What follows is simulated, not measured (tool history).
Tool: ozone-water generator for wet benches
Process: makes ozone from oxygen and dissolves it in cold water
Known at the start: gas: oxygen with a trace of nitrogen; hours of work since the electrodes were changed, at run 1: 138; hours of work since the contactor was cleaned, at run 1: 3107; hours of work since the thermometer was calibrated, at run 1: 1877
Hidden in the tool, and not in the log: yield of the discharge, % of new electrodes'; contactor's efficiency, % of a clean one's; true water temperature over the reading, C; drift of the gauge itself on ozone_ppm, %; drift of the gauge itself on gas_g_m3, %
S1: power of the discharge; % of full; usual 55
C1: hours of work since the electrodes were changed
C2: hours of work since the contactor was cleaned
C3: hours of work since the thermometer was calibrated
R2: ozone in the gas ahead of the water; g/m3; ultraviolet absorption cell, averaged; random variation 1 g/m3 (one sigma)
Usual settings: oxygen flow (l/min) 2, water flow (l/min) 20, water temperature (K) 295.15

run 1 hour=0 | S1=55 oxygen_flow_(l/min)=2 water_flow_(l/min)=20 water_temperature_(K)=295.15 | C1=138 C2=3107 C3=1877 | dissolved_ozone_(ppm)=8.2 R2=174.6
run 2 hour=66 | S1=55 oxygen_flow_(l/min)=2 water_flow_(l/min)=20 water_temperature_(K)=295.15 | C1=180 C2=3149 C3=1918 | dissolved_ozone_(ppm)=8.2 R2=176.9
run 3 hour=95.2 | S1=55 oxygen_flow_(l/min)=2 water_flow_(l/min)=20 water_temperature_(K)=295.15 | C1=198 C2=3167 C3=1937 | dissolved_ozone_(ppm)=8 R2=176.4
run 4 hour=148.7 | S1=55 oxygen_flow_(l/min)=2 water_flow_(l/min)=14 water_temperature_(K)=295.15 | C1=232 C2=3201 C3=1970 | dissolved_ozone_(ppm)=11.1 R2=176
run 5 hour=210.8 | S1=62 oxygen_flow_(l/min)=2 water_flow_(l/min)=20 water_temperature_(K)=295.15 | C1=271 C2=3240 C3=2009 | dissolved_ozone_(ppm)=8.6 R2=187.4
run 6 hour=267.8 | S1=55 oxygen_flow_(l/min)=2.17 water_flow_(l/min)=20 water_temperature_(K)=295.15 | C1=307 C2=3276 C3=2045 | dissolved_ozone_(ppm)=8.2 R2=165.6
run 7 hour=300.7 | S1=55 oxygen_flow_(l/min)=2.17 water_flow_(l/min)=20 water_temperature_(K)=295.15 | C1=328 C2=3296 C3=2066 | dissolved_ozone_(ppm)=8.1 R2=167
run 8 hour=366.4 | S1=55 oxygen_flow_(l/min)=2.17 water_flow_(l/min)=20 water_temperature_(K)=295.15 | C1=369 C2=3338 C3=2107 | dissolved_ozone_(ppm)=8.1 R2=166.7
run 9 hour=423 | S1=86 oxygen_flow_(l/min)=2 water_flow_(l/min)=20 water_temperature_(K)=295.15 | C1=405 C2=3373 C3=2143 | dissolved_ozone_(ppm)=10.6 R2=227.8
run 10 hour=449.9 | S1=86 oxygen_flow_(l/min)=2 water_flow_(l/min)=30 water_temperature_(K)=295.15 | C1=421 C2=3390 C3=2160 | dissolved_ozone_(ppm)=6.9 R2=228.6
run 11 hour=484.4 | S1=86 oxygen_flow_(l/min)=2 water_flow_(l/min)=30 water_temperature_(K)=295.15 | C1=443 C2=3412 C3=2181 | dissolved_ozone_(ppm)=6.8 R2=227.6
run 12 hour=528.9 | S1=86 oxygen_flow_(l/min)=2 water_flow_(l/min)=30 water_temperature_(K)=295.15 | C1=471 C2=3440 C3=2209 | dissolved_ozone_(ppm)=7 R2=227.9
run 13 hour=571.1 | S1=55 oxygen_flow_(l/min)=2 water_flow_(l/min)=23 water_temperature_(K)=295.15 | C1=498 C2=3466 C3=2236 | dissolved_ozone_(ppm)=7 R2=175
run 14 hour=635.4 | S1=55 oxygen_flow_(l/min)=2 water_flow_(l/min)=23 water_temperature_(K)=295.15 | C1=538 C2=3507 C3=2276 | dissolved_ozone_(ppm)=7.2 R2=174.5
run 15 hour=692 | S1=55 oxygen_flow_(l/min)=2 water_flow_(l/min)=23 water_temperature_(K)=295.15 | C1=574 C2=3543 C3=2312 | dissolved_ozone_(ppm)=7 R2=172.7
run 16 hour=750.9 | S1=55 oxygen_flow_(l/min)=2 water_flow_(l/min)=23 water_temperature_(K)=295.15 | C1=611 C2=3580 C3=2349 | dissolved_ozone_(ppm)=6.9 R2=174
run 17 hour=778.5 | S1=55 oxygen_flow_(l/min)=2 water_flow_(l/min)=29 water_temperature_(K)=295.15 | C1=628 C2=3597 C3=2367 | dissolved_ozone_(ppm)=5.3 R2=174.1
run 18 hour=818.6 | S1=78 oxygen_flow_(l/min)=2 water_flow_(l/min)=17 water_temperature_(K)=303.15 | C1=653 C2=3622 C3=2392 | dissolved_ozone_(ppm)=10.7 R2=215.5
run 19 hour=855.2 | S1=78 oxygen_flow_(l/min)=2 water_flow_(l/min)=23 water_temperature_(K)=303.15 | C1=676 C2=3645 C3=2415 | dissolved_ozone_(ppm)=7.9 R2=214.5
run 20 hour=886.9 | S1=78 oxygen_flow_(l/min)=2 water_flow_(l/min)=23 water_temperature_(K)=303.15 | C1=696 C2=3665 C3=2435 | dissolved_ozone_(ppm)=8.1 R2=213.3
run 21 hour=919.1 | S1=66 oxygen_flow_(l/min)=1.27 water_flow_(l/min)=31 water_temperature_(K)=298.15 | C1=717 C2=3685 C3=2455 | dissolved_ozone_(ppm)=5.2 R2=266.9
run 22 hour=970.5 | S1=66 oxygen_flow_(l/min)=1.27 water_flow_(l/min)=31 water_temperature_(K)=298.15 | C1=749 C2=3718 C3=2487 | dissolved_ozone_(ppm)=4.9 R2=265.1
run 23 hour=1016.3 | S1=55 oxygen_flow_(l/min)=1.81 water_flow_(l/min)=20 water_temperature_(K)=293.15 | C1=778 C2=3747 C3=2516 | dissolved_ozone_(ppm)=8.1 R2=187.5
run 24 hour=1051.7 | S1=55 oxygen_flow_(l/min)=2.65 water_flow_(l/min)=20 water_temperature_(K)=295.15 | C1=800 C2=3769 C3=2538 | dissolved_ozone_(ppm)=8 R2=142.5
run 25 hour=1080.2 | S1=91 oxygen_flow_(l/min)=2 water_flow_(l/min)=20 water_temperature_(K)=301.15 | C1=818 C2=3787 C3=2556 | dissolved_ozone_(ppm)=10 R2=235
run 26 hour=1144.2 | S1=91 oxygen_flow_(l/min)=2 water_flow_(l/min)=20 water_temperature_(K)=301.15 | C1=858 C2=3827 C3=2597 | dissolved_ozone_(ppm)=10.2 R2=234.7
-- hour=1210.3 contactor cleaned
run 27 hour=1212.8 | S1=55 oxygen_flow_(l/min)=2 water_flow_(l/min)=14 water_temperature_(K)=295.15 | C1=899 C2=2 C3=2637 | dissolved_ozone_(ppm)=11.5 R2=173.8
run 28 hour=1239.8 | S1=55 oxygen_flow_(l/min)=2.73 water_flow_(l/min)=20 water_temperature_(K)=295.15 | C1=916 C2=19 C3=2654 | dissolved_ozone_(ppm)=8.1 R2=139.7
run 29 hour=1277.3 | S1=43 oxygen_flow_(l/min)=2 water_flow_(l/min)=20 water_temperature_(K)=295.15 | C1=940 C2=42 C3=2678 | dissolved_ozone_(ppm)=7.2 R2=152.4
run 30 hour=1330 | S1=97 oxygen_flow_(l/min)=2.28 water_flow_(l/min)=27 water_temperature_(K)=288.15 | C1=973 C2=75 C3=2711 | dissolved_ozone_(ppm)=9.1 R2=220.2

The next listed run, before its measurement:
run 31 hour=1357.8 | S1=97 oxygen_flow_(l/min)=2.28 water_flow_(l/min)=27 water_temperature_(K)=288.15 | C1=990 C2=93 C3=2729 | dissolved_ozone_(ppm)=? R2=?

{"run 31": {"dissolved ozone (ppm)": 8.9, "R2": 219.9}}
Without the tool's hidden state the same run would have given dissolved ozone (ppm) 9.1, R2 223.3 g/m3.
